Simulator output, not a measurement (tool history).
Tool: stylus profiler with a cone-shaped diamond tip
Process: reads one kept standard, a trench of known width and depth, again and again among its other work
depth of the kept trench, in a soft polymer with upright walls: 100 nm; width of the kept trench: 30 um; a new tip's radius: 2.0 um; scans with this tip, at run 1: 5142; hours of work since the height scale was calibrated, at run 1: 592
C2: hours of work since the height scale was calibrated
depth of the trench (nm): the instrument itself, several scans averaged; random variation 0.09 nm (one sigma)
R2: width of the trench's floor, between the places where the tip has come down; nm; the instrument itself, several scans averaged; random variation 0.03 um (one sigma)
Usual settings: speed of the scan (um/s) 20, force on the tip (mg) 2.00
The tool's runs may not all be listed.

Run 1, hour 0.0: usual settings; scans with this tip 5142; C2 592. Result: depth of the trench (nm) 100.49, R2 28490 nm.
Run 2, hour 34.7: usual settings; scans with this tip 5271; C2 607. Result: depth of the trench (nm) 100.48, R2 28580 nm.
Run 3, hour 93.7: usual settings; scans with this tip 5490; C2 633. Result: depth of the trench (nm) 100.41, R2 28570 nm.
Run 4, hour 139.2: usual settings; scans with this tip 5659; C2 652. Result: depth of the trench (nm) 100.24, R2 28530 nm.
At hour 142.1: height scale calibrated on a step standard.
Run 5, hour 198.0: usual settings; scans with this tip 5876; C2 24. Result: depth of the trench (nm) 100.24, R2 28510 nm.
Run 6, hour 252.6: usual settings; scans with this tip 6079; C2 47. Result: depth of the trench (nm) 100.20, R2 28530 nm.
At hour 278.0: height scale calibrated on a step standard, once more.
Run 7, hour 290.8: usual settings but speed of the scan (um/s) 16, force on the tip (mg) 2.24; scans with this tip 6219; C2 5. Result: depth of the trench (nm) 100.67, R2 28590 nm.
Run 8, hour 339.5: usual settings but speed of the scan (um/s) 11, force on the tip (mg) 1.03; scans with this tip 6400; C2 26. Result: depth of the trench (nm) 100.28, R2 28550 nm.
Run 9, hour 381.5: usual settings but speed of the scan (um/s) 11, force on the tip (mg) 1.03; scans with this tip 6556; C2 44. Result: depth of the trench (nm) 100.41, R2 28530 nm.
Run 10, hour 415.1: usual settings but speed of the scan (um/s) 11, force on the tip (mg) 1.03; scans with this tip 6681; C2 59. Result: depth of the trench (nm) 100.28, R2 28540 nm.
Run 11, hour 468.5: usual settings but speed of the scan (um/s) 35; scans with this tip 6879; C2 82. Result: depth of the trench (nm) 100.51, R2 28450 nm.

3 ways to go on from here, each from the tool as it stands after run 11. What would each give?
Run A, hour 506.1: usual settings but speed of the scan (um/s) 14, force on the tip (mg) 1.84; scans with this tip 7019; C2 98. Result: depth of the trench (nm) ?, R2 ?.
Run B, hour 506.1: usual settings but speed of the scan (um/s) 6, force on the tip (mg) 2.18; scans with this tip 7019; C2 98. Result: depth of the trench (nm) ?, R2 ?.
Run C, hour 506.1: usual settings but speed of the scan (um/s) 37, force on the tip (mg) 3.10; scans with this tip 7019; C2 98. Result: depth of the trench (nm) ?, R2 ?.

run  depth of the trench (nm)     R2
  A                    100.49  28490
  B                    100.49  28560
  C                    100.66  28490
Without the tool's hidden state the same runs would have given:
run  depth of the trench (nm)     R2
  A                    100.53  28660
  B                    100.53  28730
  C                    100.70  28650
